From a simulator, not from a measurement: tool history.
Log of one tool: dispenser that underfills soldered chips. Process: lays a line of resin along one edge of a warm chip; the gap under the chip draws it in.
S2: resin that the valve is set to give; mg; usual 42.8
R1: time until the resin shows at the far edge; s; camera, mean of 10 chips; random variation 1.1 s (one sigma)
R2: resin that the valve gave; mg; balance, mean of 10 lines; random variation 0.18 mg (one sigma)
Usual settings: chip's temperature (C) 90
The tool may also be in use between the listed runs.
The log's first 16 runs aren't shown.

At day 3.346: new syringe of resin.
At day 3.433: dispensing valve cleaned and set on the balance.
Run 17, day 3.471: usual settings but chip's temperature (C) 96. Result: R1 90.0 s, R2 42.51 mg.
Run 18, day 3.625: usual settings but chip's temperature (C) 96. Result: R1 105.4 s, R2 42.82 mg.
Run 19, day 3.788: usual settings but chip's temperature (C) 93, S2 39.1 mg. Result: R1 144.8 s, R2 38.85 mg.
At day 3.821: new syringe of resin.
Run 20, day 4.038: usual settings but chip's temperature (C) 93, S2 39.1 mg. Result: R1 121.8 s, R2 39.08 mg.
At day 4.242: new syringe of resin.
Run 21, day 4.242: usual settings but chip's temperature (C) 93, S2 39.1 mg. Result: R1 96.2 s, R2 38.98 mg.
Run 22, day 4.433: usual settings but S2 54.4 mg. Result: R1 130.2 s, R2 53.83 mg.
Run 23, day 4.583: usual settings but S2 54.4 mg. Result: R1 151.3 s, R2 54.20 mg.
At day 4.671: new syringe of resin.
Run 24, day 4.775: usual settings but S2 43.5 mg. Result: R1 124.5 s, R2 42.71 mg.
Run 25, day 4.992: usual settings but S2 43.5 mg. Result: R1 156.1 s, R2 42.97 mg.
At day 5.117: new syringe of resin.
Run 26, day 5.233: usual settings but chip's temperature (C) 80, S2 36.6 mg. Result: R1 205.6 s, R2 36.15 mg.
Run 27, day 5.425: usual settings but chip's temperature (C) 80, S2 36.6 mg. Result: R1 254.3 s, R2 36.17 mg.
At day 5.554: new syringe of resin.
Run 28, day 5.700: usual settings but chip's temperature (C) 87, S2 42.0 mg. Result: R1 150.6 s, R2 41.23 mg.
At day 5.983: new syringe of resin.
Run 29, day 5.983: usual settings but chip's temperature (C) 93, S2 47.4 mg. Result: R1 94.9 s, R2 46.75 mg.
Run 30, day 6.146: usual settings but chip's temperature (C) 93, S2 47.4 mg. Result: R1 112.1 s, R2 46.32 mg.
Run 31, day 6.367: usual settings but chip's temperature (C) 93, S2 52.9 mg. Result: R1 143.4 s, R2 52.03 mg.
At day 6.412: new syringe of resin.
Run 32, day 6.633: usual settings but chip's temperature (C) 93, S2 50.6 mg. Result: R1 116.9 s, R2 49.95 mg.
At day 6.854: new syringe of resin.
Run 33, day 6.912: usual settings but chip's temperature (C) 94, S2 37.5 mg. Result: R1 97.7 s, R2 36.56 mg.
Run 34, day 7.083: usual settings but chip's temperature (C) 97, S2 45.0 mg. Result: R1 98.6 s, R2 43.77 mg.
At day 7.279: new syringe of resin.
Run 35, day 7.346: usual settings but chip's temperature (C) 104, S2 47.7 mg. Result: R1 62.0 s, R2 46.39 mg.

Forecast each of these 5 alternatives for the next run:
Run A, day 7.621: usual settings but chip's temperature (C) 85, S2 38.7 mg. Result: R1 ?, R2 ?.
Run B, day 7.621: usual settings but chip's temperature (C) 83, S2 43.1 mg. Result: R1 ?, R2 ?.
Run C, day 7.621: usual settings but chip's temperature (C) 84, S2 53.5 mg. Result: R1 ?, R2 ?.
Run D, day 7.621: usual settings but chip's temperature (C) 101, S2 47.7 mg. Result: R1 ?, R2 ?.
Run E, day 7.621: usual settings but chip's temperature (C) 81, S2 41.7 mg. Result: R1 ?, R2 ?.

run     R1     R2
  A  202.8  37.63
  B  216.9  41.83
  C  200.9  52.15
  D   91.4  46.36
  E  244.5  40.62
Without the tool's hidden state the same runs would have given:
run     R1     R2
  A  134.8  38.68
  B  144.2  43.00
  C  134.1  53.60
  D   61.1  47.65
  E  162.6  41.75

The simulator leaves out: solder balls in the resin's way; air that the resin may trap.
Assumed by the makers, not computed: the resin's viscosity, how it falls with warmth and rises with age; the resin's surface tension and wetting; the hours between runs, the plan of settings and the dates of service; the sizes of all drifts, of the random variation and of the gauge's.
